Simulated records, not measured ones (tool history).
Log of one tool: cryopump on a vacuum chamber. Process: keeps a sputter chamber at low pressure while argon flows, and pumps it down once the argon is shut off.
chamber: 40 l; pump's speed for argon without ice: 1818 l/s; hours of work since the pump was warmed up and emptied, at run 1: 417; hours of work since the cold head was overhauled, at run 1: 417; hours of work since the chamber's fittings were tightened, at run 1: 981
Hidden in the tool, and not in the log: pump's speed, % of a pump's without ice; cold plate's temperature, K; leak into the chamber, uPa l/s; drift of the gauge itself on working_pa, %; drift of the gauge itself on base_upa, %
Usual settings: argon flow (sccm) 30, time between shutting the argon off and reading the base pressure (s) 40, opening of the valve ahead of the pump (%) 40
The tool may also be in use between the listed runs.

run	hour	argon flow (sccm)	time between shutting the argon off and reading the base pressure (s)	opening of the valve ahead of the pump (%)	hours of work since the pump was warmed up and emptied	hours of work since the cold head was overhauled	hours of work since the chamber's fittings were tightened	pressure while argon flows (Pa)	pressure after the wait (uPa)
1	0	30	40	40	417	417	981	0.0748	1.62
2	97.8	30	40	40	498	498	1062	0.0763	1.68
3	178.5	46	40	40	564	564	1128	0.1175	1.74
4	269.9	46	40	40	639	639	1203	0.1205	1.71
# hour 283.9: pump warmed up, emptied and cooled again
5	355.2	46	40	16	59	705	1270	0.2696	1.69
6	449.3	59	40	40	136	783	1347	0.1405	1.72
# hour 502.7: leaking fittings of the chamber tightened, without venting
7	564	59	40	40	229	876	50	0.143	1.26
8	640.7	59	40	40	292	939	114	0.1439	1.27
9	751.9	30	68	40	384	1031	205	0.0739	0.94
10	820.1	30	68	40	440	1087	261	0.0758	0.94
11	939.6	19	25	20	538	1185	360	0.093	2.05
12	1003.3	24	84	40	591	1238	412	0.0622	0.88
13	1056.6	24	84	40	635	1282	456	0.0617	0.93
# hour 1073.7: pump warmed up, emptied and cooled again
14	1122	21	68	22	40	1331	506	0.0889	0.97

Forecast each of these 3 alternatives for the next run:
A	1183.9	33	214	47	91	1382	557	?	?
B	1183.9	30	40	53	91	1382	557	?	?
C	1183.9	16	53	30	91	1382	557	?	?

run	pressure while argon flows (Pa)	pressure after the wait (uPa)
A	0.0669	0.56
B	0.0542	1.44
C	0.0502	1.16
Without the tool's hidden state the same runs would have given:
run	pressure while argon flows (Pa)	pressure after the wait (uPa)
A	0.065	0.36
B	0.0524	1.24
C	0.0493	0.96
